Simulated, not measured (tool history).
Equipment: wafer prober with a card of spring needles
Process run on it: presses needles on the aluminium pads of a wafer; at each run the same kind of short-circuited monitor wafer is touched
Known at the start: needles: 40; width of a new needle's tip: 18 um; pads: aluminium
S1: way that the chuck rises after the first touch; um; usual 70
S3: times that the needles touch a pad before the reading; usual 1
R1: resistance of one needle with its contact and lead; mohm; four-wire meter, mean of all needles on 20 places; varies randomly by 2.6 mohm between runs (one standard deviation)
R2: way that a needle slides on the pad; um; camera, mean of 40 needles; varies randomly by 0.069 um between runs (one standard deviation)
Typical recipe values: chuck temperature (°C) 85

Run 1, day 0.000: usual settings. Result: R1 294 mohm, R2 16.28 um.
At day 0.283: tips cleaned on abrasive film.
At day 0.512: tips cleaned on abrasive film.
At day 0.800: tips cleaned on abrasive film.
Run 2, day 0.875: usual settings but S3 2. Result: R1 298 mohm, R2 16.23 um.
At day 1.046: tips cleaned on abrasive film.
At day 1.275: tips cleaned on abrasive film.
At day 1.562: tips cleaned on abrasive film.
Run 3, day 1.617: usual settings but chuck temperature (°C) 53, S3 2. Result: R1 286 mohm, R2 16.36 um.
At day 1.842: tips cleaned on abrasive film.
At day 2.129: tips cleaned on abrasive film.
Run 4, day 2.283: usual settings but S3 2. Result: R1 295 mohm, R2 16.34 um.
At day 2.400: tips cleaned on abrasive film.
At day 2.683: tips cleaned on abrasive film.
At day 2.967: tips cleaned on abrasive film.
At day 3.254: tips cleaned on abrasive film.
Run 5, day 3.400: usual settings but S3 2. Result: R1 299 mohm, R2 16.36 um.
At day 3.517: tips cleaned on abrasive film.
At day 3.800: tips cleaned on abrasive film.
At day 4.083: tips cleaned on abrasive film.
At day 4.371: tips cleaned on abrasive film.
At day 4.600: tips cleaned on abrasive film.
Run 6, day 4.754: usual settings. Result: R1 292 mohm, R2 16.31 um.
At day 4.871: tips cleaned on abrasive film.
At day 5.158: tips cleaned on abrasive film.
At day 5.433: tips cleaned on abrasive film.
Run 7, day 5.433: usual settings. Result: R1 302 mohm, R2 16.36 um.
At day 5.717: tips cleaned on abrasive film.
At day 5.946: tips cleaned on abrasive film.
At day 6.229: tips cleaned on abrasive film.
At day 6.517: tips cleaned on abrasive film.
At day 6.800: tips cleaned on abrasive film.
Run 8, day 6.975: usual settings. Result: R1 296 mohm, R2 16.38 um.
At day 7.038: tips cleaned on abrasive film.
At day 7.321: tips cleaned on abrasive film.
At day 7.550: tips cleaned on abrasive film.
At day 7.833: tips cleaned on abrasive film.
At day 8.062: tips cleaned on abrasive film.
Run 9, day 8.067: usual settings. Result: R1 296 mohm, R2 16.46 um.
At day 8.292: tips cleaned on abrasive film.
At day 8.579: tips cleaned on abrasive film.
At day 8.862: tips cleaned on abrasive film.
At day 9.146: tips cleaned on abrasive film.
Run 10, day 9.188: usual settings. Result: R1 296 mohm, R2 16.32 um.
At day 9.417: tips cleaned on abrasive film.
At day 9.700: tips cleaned on abrasive film.
At day 9.983: tips cleaned on abrasive film.
Run 11, day 10.017: usual settings. Result: R1 296 mohm, R2 16.43 um.
At day 10.246: tips cleaned on abrasive film.
At day 10.533: tips cleaned on abrasive film.
At day 10.817: tips cleaned on abrasive film.
At day 11.046: tips cleaned on abrasive film.
At day 11.329: tips cleaned on abrasive film.
Run 12, day 11.554: usual settings. Result: R1 295 mohm, R2 16.24 um.
At day 11.612: tips cleaned on abrasive film.
At day 11.900: tips cleaned on abrasive film.
At day 12.183: tips cleaned on abrasive film.
At day 12.467: tips cleaned on abrasive film.
At day 12.754: tips cleaned on abrasive film.
At day 13.004: tips cleaned on abrasive film.
Run 13, day 13.004: usual settings. Result: R1 299 mohm, R2 16.41 um.
At day 13.292: tips cleaned on abrasive film.
At day 13.575: tips cleaned on abrasive film.
Run 14, day 13.775: usual settings but S1 86 um, chuck temperature (°C) 35. Result: R1 277 mohm, R2 20.07 um.
At day 13.833: tips cleaned on abrasive film.
At day 14.121: tips cleaned on abrasive film.
At day 14.188: height of the first contact set anew.
At day 14.417: tips cleaned on abrasive film.
At day 14.700: tips cleaned on abrasive film.
Run 15, day 14.767: usual settings but S1 54 um, chuck temperature (°C) 36. Result: R1 290 mohm, R2 12.63 um.
At day 14.938: tips cleaned on abrasive film.
At day 15.225: tips cleaned on abrasive film.
At day 15.508: tips cleaned on abrasive film.
Run 16, day 15.567: usual settings but chuck temperature (°C) 39, S3 2. Result: R1 287 mohm, R2 16.51 um.
At day 15.742: tips cleaned on abrasive film.
At day 16.025: tips cleaned on abrasive film.
At day 16.312: tips cleaned on abrasive film.
At day 16.542: tips cleaned on abrasive film.
Run 17, day 16.542: usual settings but chuck temperature (°C) 39, S3 2. Result: R1 281 mohm, R2 16.48 um.
At day 16.825: tips cleaned on abrasive film.
At day 17.112: tips cleaned on abrasive film.
At day 17.396: tips cleaned on abrasive film.
At day 17.679: tips cleaned on abrasive film.
At day 17.967: tips cleaned on abrasive film.
Run 18, day 18.062: usual settings but S1 78 um, chuck temperature (°C) 38. Result: R1 276 mohm, R2 18.28 um.
At day 18.233: tips cleaned on abrasive film.
At day 18.517: tips cleaned on abrasive film.
At day 18.804: tips cleaned on abrasive film.
At day 19.088: tips cleaned on abrasive film.
At day 19.371: tips cleaned on abrasive film.
Run 19, day 19.488: usual settings but S1 78 um, chuck temperature (°C) 38. Result: R1 279 mohm, R2 18.35 um.
At day 19.604: tips cleaned on abrasive film.
At day 19.892: tips cleaned on abrasive film.
At day 20.175: tips cleaned on abrasive film.
Run 20, day 20.183: usual settings but chuck temperature (°C) 73, S3 2. Result: R1 289 mohm, R2 16.27 um.
At day 20.412: tips cleaned on abrasive film.
At day 20.642: tips cleaned on abrasive film.
At day 20.925: tips cleaned on abrasive film.
At day 21.171: tips cleaned on abrasive film.
Run 21, day 21.171: usual settings but S3 2. Result: R1 292 mohm, R2 16.32 um.
At day 21.458: tips cleaned on abrasive film.
At day 21.742: tips cleaned on abrasive film.
At day 22.025: tips cleaned on abrasive film.
Run 22, day 22.050: usual settings but chuck temperature (°C) 39. Result: R1 283 mohm, R2 16.36 um.
At day 22.279: tips cleaned on abrasive film.
At day 22.508: tips cleaned on abrasive film.
At day 22.792: tips cleaned on abrasive film.
At day 23.075: tips cleaned on abrasive film.
At day 23.362: tips cleaned on abrasive film.
Run 23, day 23.425: usual settings but S1 73 um, chuck temperature (°C) 30. Result: R1 278 mohm, R2 17.16 um.
At day 23.600: tips cleaned on abrasive film.
At day 23.883: tips cleaned on abrasive film.
At day 24.112: tips cleaned on abrasive film.
At day 24.396: tips cleaned on abrasive film.
Run 24, day 24.492: usual settings but S1 76 um, chuck temperature (°C) 31. Result: R1 275 mohm, R2 17.95 um.
At day 24.667: tips cleaned on abrasive film.
At day 24.950: tips cleaned on abrasive film.
At day 25.238: tips cleaned on abrasive film.
Run 25, day 25.425: usual settings but S1 76 um, chuck temperature (°C) 31. Result: R1 282 mohm, R2 17.98 um.
At day 25.488: tips cleaned on abrasive film.
At day 25.771: tips cleaned on abrasive film.
At day 26.054: tips cleaned on abrasive film.
At day 26.342: tips cleaned on abrasive film.
Run 26, day 26.483: usual settings but S1 87 um, chuck temperature (°C) 73, S3 2. Result: R1 285 mohm, R2 20.57 um.

Each row is a separate what-if for the run after 26, all from the same tool condition, not one after another. Results?
At day 26.600: tips cleaned on abrasive film.
At day 26.829: tips cleaned on abrasive film.
At day 27.112: tips cleaned on abrasive film.
At day 27.396: tips cleaned on abrasive film.
At day 27.683: tips cleaned on abrasive film.
Run A, day 27.758: usual settings but S1 89 um, chuck temperature (°C) 73, S3 2. Result: R1 ?, R2 ?.
At day 26.600: tips cleaned on abrasive film.
At day 26.829: tips cleaned on abrasive film.
At day 27.112: tips cleaned on abrasive film.
At day 27.396: tips cleaned on abrasive film.
At day 27.683: tips cleaned on abrasive film.
Run B, day 27.758: usual settings but S1 54 um, chuck temperature (°C) 36, S3 3. Result: R1 ?, R2 ?.
At day 26.600: tips cleaned on abrasive film.
At day 26.829: tips cleaned on abrasive film.
At day 27.112: tips cleaned on abrasive film.
At day 27.396: tips cleaned on abrasive film.
At day 27.683: tips cleaned on abrasive film.
Run C, day 27.758: usual settings but S1 65 um, chuck temperature (°C) 33. Result: R1 ?, R2 ?.
At day 26.600: tips cleaned on abrasive film.
At day 26.829: tips cleaned on abrasive film.
At day 27.112: tips cleaned on abrasive film.
At day 27.396: tips cleaned on abrasive film.
At day 27.683: tips cleaned on abrasive film.
Run D, day 27.758: usual settings but S1 61 um, chuck temperature (°C) 116, S3 2. Result: R1 ?, R2 ?.

run   R1     R2
  A  284  20.89
  B  288  12.77
  C  283  15.40
  D  308  14.36
Stripped of hidden state, with their random variation kept, the same runs would have yielded:
run   R1     R2
  A  284  20.60
  B  287  12.61
  C  282  15.20
  D  308  14.18

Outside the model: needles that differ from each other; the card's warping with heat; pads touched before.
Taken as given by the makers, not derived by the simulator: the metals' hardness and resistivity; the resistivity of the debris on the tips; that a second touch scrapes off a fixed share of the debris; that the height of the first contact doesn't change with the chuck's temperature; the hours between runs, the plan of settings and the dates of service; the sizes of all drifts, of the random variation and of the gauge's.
